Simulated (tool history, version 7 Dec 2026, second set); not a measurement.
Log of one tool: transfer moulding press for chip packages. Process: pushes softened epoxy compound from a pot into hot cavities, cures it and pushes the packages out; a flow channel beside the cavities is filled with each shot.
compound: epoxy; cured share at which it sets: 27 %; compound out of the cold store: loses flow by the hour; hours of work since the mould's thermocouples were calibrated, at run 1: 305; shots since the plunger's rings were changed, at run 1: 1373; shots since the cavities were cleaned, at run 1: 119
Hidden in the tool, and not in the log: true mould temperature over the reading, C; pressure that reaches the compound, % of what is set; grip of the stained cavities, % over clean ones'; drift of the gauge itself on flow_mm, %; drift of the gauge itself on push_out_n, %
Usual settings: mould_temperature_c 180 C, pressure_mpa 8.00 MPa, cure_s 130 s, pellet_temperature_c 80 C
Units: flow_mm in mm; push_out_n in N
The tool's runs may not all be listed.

run   hour  mould_temperature_c  pressure_mpa  cure_s  pellet_temperature_c  hours of work since the mould's thermocouples were calibrated  shots since the plunger's rings were changed  shots since the cavities were cleaned  incoming compound's hours out of the cold store  flow_mm  push_out_n
  1    0.0                  180          8.00     130                    80                                                            305                                          1373                                    119                                             22.3      866         444
  2   13.1                  180          8.00     130                    80                                                            311                                          1472                                    218                                             21.6      883         467
  3   21.4                  180          8.00     130                    80                                                            316                                          1535                                    281                                             28.9      837         461
  4   31.9                  180          8.00     130                    80                                                            321                                          1614                                    360                                             32.2      820         476
  5   49.4                  180          6.24     130                    80                                                            330                                          1746                                    492                                             29.4      738         446
  6   65.1                  180          6.24     130                    80                                                            338                                          1865                                    611                                             28.3      741         448
  7   78.9                  180          6.24     130                    80                                                            346                                          1969                                    715                                             10.6      835         465
      85.8  -- cavities cleaned with cleaning compound and waxed
  8   90.0                  180          6.24     130                    80                                                            351                                          2042                                     32                                             31.3      726         455
  9  102.0                  180          8.00     130                    83                                                            357                                          2133                                    123                                             34.7      815         445
 10  115.9                  180          8.00     130                    83                                                            364                                          2237                                    227                                             43.1      767         453
 11  126.4                  187          8.00     130                    83                                                            370                                          2317                                    307                                             17.1      893         424
 12  135.3                  187          8.00     140                    83                                                            374                                          2384                                    374                                             32.9      802         438
 13  149.3                  180          9.18     130                    80                                                            381                                          2490                                    480                                             13.4      992         500
 14  165.5                  180          9.18     130                    80                                                            390                                          2612                                    602                                             40.6      831         453
 15  182.0                  180          9.18     130                    80                                                            399                                          2737                                    727                                             39.1      841         470
     187.0  -- cavities cleaned with cleaning compound and waxed
 16  199.6                  180          9.08     115                    73                                                            407                                          2859                                     95                                             35.9      850         532
 17  215.3                  186          9.08     122                    73                                                            415                                          2977                                    213                                             10.7      991         452
 18  231.2                  186          9.08     122                    73                                                            423                                          3097                                    333                                             42.9      799         430
     239.6  -- plunger's sealing rings changed
 19  250.2                  180          8.00     169                    80                                                            432                                            81                                    459                                             28.1      853         413
 20  268.6                  186          6.55     140                    74                                                            442                                           220                                    598                                              9.1      846         415
 21  279.6                  179          6.55     140                    74                                                            447                                           302                                    680                                             11.1      855         449
 22  287.3                  174          8.47     130                    89                                                            451                                           361                                    739                                             30.7      866         598
     291.8  -- cavities cleaned with cleaning compound and waxed
 23  298.9                  180          8.00     130                    89                                                            457                                           437                                     54                                             25.2      865         461
 24  311.0                  180          8.00     154                    89                                                            463                                           528                                    145                                             10.6      947         415
 25  324.2                  180          8.00     154                    85                                                            470                                           628                                    245                                             44.4      759         417
 26  335.6                  180          8.00     154                    85                                                            476                                           715                                    332                                             22.9      868         420
 27  354.1                  177          7.60     148                    77                                                            485                                           854                                    471                                             35.1      799         448
 28  372.0                  177          7.60     123                    73                                                            495                                           989                                    606                                             38.4      779         552

Hidden state or all else? Some run-to-run changes of push_out_n, split into what the settings, what came in and random variation would give without the hidden state, and what is left for the hidden state (with any gauge scatter that isn't in both results):
Run 7 -> 8: cavities cleaned with cleaning compound and waxed. push_out_n -10 N: hidden state -7, all else -3.
Run 21 -> 22: mould_temperature_c 179 -> 174, pressure_mpa 6.55 -> 8.47, cure_s 140 -> 130, pellet_temperature_c 74 -> 89. push_out_n +149 N: hidden state +3, all else +146.
Run 22 -> 23: mould_temperature_c 174 -> 180, pressure_mpa 8.47 -> 8.00, cavities cleaned with cleaning compound and waxed. push_out_n -137 N: hidden state -9, all else -128.
